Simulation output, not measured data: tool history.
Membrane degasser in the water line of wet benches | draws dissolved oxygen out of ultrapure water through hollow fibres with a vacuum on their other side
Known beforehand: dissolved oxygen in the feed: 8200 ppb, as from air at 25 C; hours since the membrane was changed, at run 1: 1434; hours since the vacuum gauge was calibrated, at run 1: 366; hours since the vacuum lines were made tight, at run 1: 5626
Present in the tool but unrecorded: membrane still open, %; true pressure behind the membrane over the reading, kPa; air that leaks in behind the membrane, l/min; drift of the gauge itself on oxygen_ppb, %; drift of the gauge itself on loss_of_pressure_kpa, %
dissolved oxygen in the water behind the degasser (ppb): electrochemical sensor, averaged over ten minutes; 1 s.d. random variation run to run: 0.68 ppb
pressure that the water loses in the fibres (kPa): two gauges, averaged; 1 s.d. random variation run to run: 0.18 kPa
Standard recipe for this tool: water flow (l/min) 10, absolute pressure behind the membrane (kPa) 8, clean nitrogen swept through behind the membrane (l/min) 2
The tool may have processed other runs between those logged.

run   hour  water flow (l/min)  absolute pressure behind the membrane (kPa)  clean nitrogen swept through behind the membrane (l/min)  hours since the membrane was changed  hours since the vacuum gauge was calibrated  hours since the vacuum lines were made tight  dissolved oxygen in the water behind the degasser (ppb)  pressure that the water loses in the fibres (kPa)
  1      0                  10                                            8                                                         2                                  1434                                          366                                          5626                                                     64.4                                              36.16
  2   44.3                  10                                            8                                                         2                                  1478                                          410                                          5671                                                       65                                               36.3
  3   94.5                  10                                            8                                                         2                                  1528                                          460                                          5721                                                     65.2                                               36.1
  4  145.9                  10                                            8                                                         2                                  1580                                          511                                          5772                                                       65                                              36.44
  5  184.7                  10                                            8                                                         2                                  1619                                          550                                          5811                                                     65.5                                              36.21
  6  210.8                  10                                            8                                                         2                                  1645                                          576                                          5837                                                     65.3                                              36.36
  7  241.1                  10                                            8                                                         2                                  1675                                          607                                          5867                                                     65.2                                              36.27
     269.4  -- seals of the vacuum lines changed
  8  292.5                  10                                            8                                                         2                                  1724                                          656                                            23                                                     60.3                                              36.56
  9  338.7                  10                                            8                                                         2                                  1771                                          702                                            69                                                     62.9                                               36.7
 10  367.1                  10                                            8                                                      1.56                                  1799                                          731                                            98                                                     78.1                                              36.34
 11  397.1                  10                                            8                                                      1.56                                  1829                                          761                                           128                                                     77.6                                              36.51
 12  442.7                   7                                            8                                                         2                                  1875                                          806                                           173                                                     41.6                                              25.57
 13  502.7                  11                                        13.33                                                         2                                  1935                                          866                                           233                                                    136.2                                              40.18
 14  533.7                  11                                          9.2                                                      5.18                                  1966                                          897                                           264                                                     37.8                                              40.25
 15  593.9                  11                                          9.2                                                      5.18                                  2026                                          958                                           325                                                     38.2                                              40.13
 16  632.3                  11                                        14.87                                                      1.79                                  2064                                          996                                           363                                                    180.2                                               40.3
 17  659.4                   6                                            8                                                         2                                  2091                                         1023                                           390                                                     36.9                                              22.05
 18  689.7                  10                                         5.97                                                      3.69                                  2122                                         1053                                           420                                                     22.4                                              36.66
 19  725.1                  10                                         7.51                                                      2.73                                  2157                                         1089                                           456                                                     43.3                                              36.35
 20  752.8                  10                                         7.51                                                      2.73                                  2185                                         1116                                           483                                                     43.4                                               36.6
 21  794.6                  15                                         6.36                                                      4.08                                  2226                                         1158                                           525                                                     66.8                                              55.02
 22  822.1                   8                                        19.24                                                      2.95                                  2254                                         1186                                           553                                                    108.7                                              29.69
 23  868.1                  14                                            8                                                      4.81                                  2300                                         1232                                           599                                                     61.3                                              51.21

Pick out some run-to-run changes in dissolved oxygen in the water behind the degasser (ppb). Of each, how much would a tool without hidden state show as well, from the settings, what came in and chance, and how much is left for the hidden state and any gauge scatter not in both results compared?
Run 15 -> 16: absolute pressure behind the membrane (kPa) 9.2 -> 14.87, clean nitrogen swept through behind the membrane (l/min) 5.18 -> 1.79. dissolved oxygen in the water behind the degasser (ppb) +142: hidden state +1.2, all else +140.8.
Run 16 -> 17: water flow (l/min) 11 -> 6, absolute pressure behind the membrane (kPa) 14.87 -> 8, clean nitrogen swept through behind the membrane (l/min) 1.79 -> 2. dissolved oxygen in the water behind the degasser (ppb) -143.3: hidden state -1.7, all else -141.6.
Run 20 -> 21: water flow (l/min) 10 -> 15, absolute pressure behind the membrane (kPa) 7.51 -> 6.36, clean nitrogen swept through behind the membrane (l/min) 2.73 -> 4.08. dissolved oxygen in the water behind the degasser (ppb) +23.4: hidden state +3.9, all else +19.5.
Run 21 -> 22: water flow (l/min) 15 -> 8, absolute pressure behind the membrane (kPa) 6.36 -> 19.24, clean nitrogen swept through behind the membrane (l/min) 4.08 -> 2.95. dissolved oxygen in the water behind the degasser (ppb) +41.9: hidden state -3.6, all else +45.5.
